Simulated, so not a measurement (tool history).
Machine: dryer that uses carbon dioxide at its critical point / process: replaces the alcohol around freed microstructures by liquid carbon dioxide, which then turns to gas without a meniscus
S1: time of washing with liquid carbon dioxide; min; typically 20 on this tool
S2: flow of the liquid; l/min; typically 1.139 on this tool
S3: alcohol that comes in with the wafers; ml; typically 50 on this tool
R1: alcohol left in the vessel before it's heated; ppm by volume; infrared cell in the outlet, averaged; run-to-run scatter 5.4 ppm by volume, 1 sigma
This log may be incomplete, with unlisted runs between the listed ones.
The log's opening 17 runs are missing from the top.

{"run": 18, "hour": 250.1, "S1": 15, "S2": 1.66, "S3": 95, "R1": 236}
{"run": 19, "hour": 266.1, "S1": 17, "S2": 1.05, "S3": 82, "R1": 682}
{"run": 20, "hour": 290.2, "S1": 17, "S2": 1.05, "S3": 82, "R1": 680}
{"run": 21, "hour": 304.4, "S1": 13, "S2": 0.7, "S3": 50, "R1": 2212}
{"hour": 325.8, "done": "purifier's bed changed"}
{"run": 22, "hour": 331.4, "S1": 13, "S2": 0.7, "S3": 50, "R1": 2114}
{"run": 23, "hour": 343.3, "S1": 13, "S2": 0.7, "S3": 50, "R1": 2190}
{"run": 24, "hour": 354.9, "S1": 30, "S2": 1.2, "S3": 46, "R1": 22}
{"run": 25, "hour": 371.4, "S1": 12, "S2": 1.24, "S3": 50, "R1": 716}
{"run": 26, "hour": 394.2, "S1": 20, "S2": 1.86, "S3": 50, "R1": 21}
{"run": 27, "hour": 406.8, "S1": 30, "S2": 0.92, "S3": 29, "R1": 49}
{"run": 28, "hour": 423.3, "S1": 30, "S2": 0.92, "S3": 29, "R1": 52}
{"run": 29, "hour": 435.8, "S1": 30, "S2": 0.92, "S3": 29, "R1": 51}
{"run": 30, "hour": 457.4, "S1": 21, "S2": 1.23, "S3": 99, "R1": 193}
{"run": 31, "hour": 469.3, "S1": 16, "S2": 1.1, "S3": 65, "R1": 576}

Alternative continuations, all from the tool just after run 31; predict every row:
{"run": "A", "hour": 480.1, "S1": 25, "S2": 1.1, "S3": 66, "R1": "?"}
{"run": "B", "hour": 480.1, "S1": 19, "S2": 1.139, "S3": 59, "R1": "?"}
{"run": "C", "hour": 480.1, "S1": 29, "S2": 1.139, "S3": 50, "R1": "?"}
{"run": "D", "hour": 480.1, "S1": 27, "S2": 1.88, "S3": 50, "R1": "?"}
{"run": "E", "hour": 480.1, "S1": 25, "S2": 1.1, "S3": 36, "R1": "?"}

run=A R1=101
run=B R1=248
run=C R1=38
run=D R1=22
run=E R1=60
Without the tool's hidden state the same runs would have given:
run=A R1=67
run=B R1=184
run=C R1=22
run=D R1=13
run=E R1=37
